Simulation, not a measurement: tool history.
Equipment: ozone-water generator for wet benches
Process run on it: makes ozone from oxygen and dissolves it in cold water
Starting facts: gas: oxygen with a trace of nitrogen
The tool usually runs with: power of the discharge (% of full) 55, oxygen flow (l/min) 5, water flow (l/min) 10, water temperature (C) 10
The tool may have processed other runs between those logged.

run,hour,power of the discharge (% of full),oxygen flow (l/min),water flow (l/min),water temperature (C),dissolved ozone (ppm),ozone in the gas ahead of the water (g/m3)
1,0,55,5,10,10,32.6,177.2
2,73.8,55,5,10,10,32.3,178.3
3,122.9,55,5,10,10,31.9,177.8
4,227.3,55,5,10,10,32.6,178.3
5,309.1,55,5,10,10,32.3,179.1
6,403.4,55,5,10,10,32.5,177.4
7,459.8,55,5,10,10,32.4,176.7
8,556.6,61,5,10,10,34.1,187.7
9,632.7,61,5,10,10,34,188.3
10,712.8,61,5,10,10,34,188.3
11,782.2,70,5,10,10,36.7,203.7
12,837.9,46,5,10,10,29.8,163
13,920.1,55,5.59,10,10,32.8,172
14,965.6,55,5.59,10,10,32.3,172.9
15,1026.2,85,5.59,10,10,40.6,215.1
16,1071.6,85,5.59,10,10,40.8,214.6
17,1122.1,85,8.13,10,12,39.4,185.4
18,1186.3,85,5.78,10,16,36.5,213.2
19,1268.4,90,5,10,10,41.6,230.3
20,1339.8,98,4.9,14,17,29.3,245.3
21,1419,55,5,8,10,38.1,180.6
22,1502.8,55,5,8,10,37.6,179.8
23,1566.8,55,5,8,10,37.8,180.7
24,1624.3,55,5,14,10,24.5,180
25,1683,99,2.99,10,10,40.5,295
26,1749.7,52,4.63,15,10,22.2,182.8

Estimate the outcome of run 27 from the log above:
27,1835.4,52,4.63,15,10,?,?

dissolved ozone (ppm): 21.8
ozone in the gas ahead of the water (g/m3): 181
If the tool had no hidden condition, the same run with the same run-to-run variation would have returned dissolved ozone (ppm) 21.8, ozone in the gas ahead of the water (g/m3) 178.

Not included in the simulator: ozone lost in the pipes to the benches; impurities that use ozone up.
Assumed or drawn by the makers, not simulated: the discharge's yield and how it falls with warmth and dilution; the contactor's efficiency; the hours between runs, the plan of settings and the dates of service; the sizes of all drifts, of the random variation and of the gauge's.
